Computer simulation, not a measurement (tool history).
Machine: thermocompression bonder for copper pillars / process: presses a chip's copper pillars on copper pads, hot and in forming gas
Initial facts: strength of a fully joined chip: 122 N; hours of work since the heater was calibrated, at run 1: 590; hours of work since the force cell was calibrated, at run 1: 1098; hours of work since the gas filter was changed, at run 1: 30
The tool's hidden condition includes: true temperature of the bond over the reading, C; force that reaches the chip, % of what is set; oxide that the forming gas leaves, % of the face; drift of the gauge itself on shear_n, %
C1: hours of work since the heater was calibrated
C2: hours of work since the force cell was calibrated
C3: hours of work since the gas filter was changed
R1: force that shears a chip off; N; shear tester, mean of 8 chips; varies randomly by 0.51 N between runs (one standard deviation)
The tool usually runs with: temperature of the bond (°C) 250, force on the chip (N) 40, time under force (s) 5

{"run": 1, "day": 0.0, "temperature of the bond (°C)": 250, "force on the chip (N)": 40, "time under force (s)": 5, "C1": 590, "C2": 1098, "C3": 30, "R1": 71.7}
{"run": 2, "day": 1.325, "temperature of the bond (°C)": 250, "force on the chip (N)": 40, "time under force (s)": 5, "C1": 609, "C2": 1117, "C3": 49, "R1": 71.3}
{"run": 3, "day": 2.5, "temperature of the bond (°C)": 250, "force on the chip (N)": 40, "time under force (s)": 5, "C1": 626, "C2": 1134, "C3": 66, "R1": 69.5}
{"run": 4, "day": 4.404, "temperature of the bond (°C)": 250, "force on the chip (N)": 40, "time under force (s)": 5, "C1": 653, "C2": 1162, "C3": 94, "R1": 66.8}
{"day": 4.962, "done": "forming gas filter changed"}
{"run": 5, "day": 5.875, "temperature of the bond (°C)": 250, "force on the chip (N)": 40, "time under force (s)": 5, "C1": 675, "C2": 1183, "C3": 13, "R1": 74.8}
{"run": 6, "day": 7.508, "temperature of the bond (°C)": 250, "force on the chip (N)": 26, "time under force (s)": 5, "C1": 698, "C2": 1207, "C3": 37, "R1": 52.7}
{"run": 7, "day": 9.108, "temperature of the bond (°C)": 250, "force on the chip (N)": 26, "time under force (s)": 5, "C1": 721, "C2": 1230, "C3": 60, "R1": 50.6}
{"run": 8, "day": 10.204, "temperature of the bond (°C)": 250, "force on the chip (N)": 24, "time under force (s)": 5, "C1": 737, "C2": 1246, "C3": 76, "R1": 46.2}
{"run": 9, "day": 11.412, "temperature of the bond (°C)": 250, "force on the chip (N)": 24, "time under force (s)": 5, "C1": 755, "C2": 1263, "C3": 94, "R1": 45.3}
{"day": 12.038, "done": "forming gas filter changed"}
{"run": 10, "day": 12.833, "temperature of the bond (°C)": 250, "force on the chip (N)": 24, "time under force (s)": 5, "C1": 775, "C2": 1284, "C3": 12, "R1": 49.9}
{"run": 11, "day": 14.529, "temperature of the bond (°C)": 269, "force on the chip (N)": 54, "time under force (s)": 5, "C1": 800, "C2": 1308, "C3": 36, "R1": 95.9}
{"run": 12, "day": 16.608, "temperature of the bond (°C)": 269, "force on the chip (N)": 54, "time under force (s)": 5, "C1": 830, "C2": 1338, "C3": 66, "R1": 94.3}
{"run": 13, "day": 18.2, "temperature of the bond (°C)": 269, "force on the chip (N)": 54, "time under force (s)": 5, "C1": 853, "C2": 1361, "C3": 89, "R1": 91.6}
{"day": 19.1, "done": "forming gas filter changed"}
{"run": 14, "day": 19.962, "temperature of the bond (°C)": 251, "force on the chip (N)": 30, "time under force (s)": 14, "C1": 878, "C2": 1387, "C3": 13, "R1": 84.3}
{"run": 15, "day": 21.425, "temperature of the bond (°C)": 250, "force on the chip (N)": 40, "time under force (s)": 8, "C1": 899, "C2": 1408, "C3": 34, "R1": 84.7}
{"run": 16, "day": 22.633, "temperature of the bond (°C)": 250, "force on the chip (N)": 48, "time under force (s)": 13, "C1": 917, "C2": 1425, "C3": 51, "R1": 99.1}
{"run": 17, "day": 23.508, "temperature of the bond (°C)": 250, "force on the chip (N)": 48, "time under force (s)": 13, "C1": 930, "C2": 1438, "C3": 64, "R1": 96.9}
{"run": 18, "day": 25.542, "temperature of the bond (°C)": 249, "force on the chip (N)": 34, "time under force (s)": 7, "C1": 959, "C2": 1468, "C3": 93, "R1": 68.4}
{"day": 26.167, "done": "forming gas filter changed"}
{"run": 19, "day": 27.142, "temperature of the bond (°C)": 249, "force on the chip (N)": 34, "time under force (s)": 7, "C1": 982, "C2": 1490, "C3": 14, "R1": 75.4}

Alternative continuations, all from the tool just after run 19; predict every row:
{"run": "A", "day": 28.562, "temperature of the bond (°C)": 242, "force on the chip (N)": 28, "time under force (s)": 6, "C1": 1002, "C2": 1511, "C3": 35, "R1": "?"}
{"run": "B", "day": 28.562, "temperature of the bond (°C)": 238, "force on the chip (N)": 34, "time under force (s)": 4, "C1": 1002, "C2": 1511, "C3": 35, "R1": "?"}
{"run": "C", "day": 28.562, "temperature of the bond (°C)": 249, "force on the chip (N)": 34, "time under force (s)": 15, "C1": 1002, "C2": 1511, "C3": 35, "R1": "?"}

run=A R1=56.7
run=B R1=56.1
run=C R1=89.1
With the hidden condition removed and each run's random variation left untouched, the same runs would have given:
run=A R1=50.7
run=B R1=50.0
run=C R1=84.2
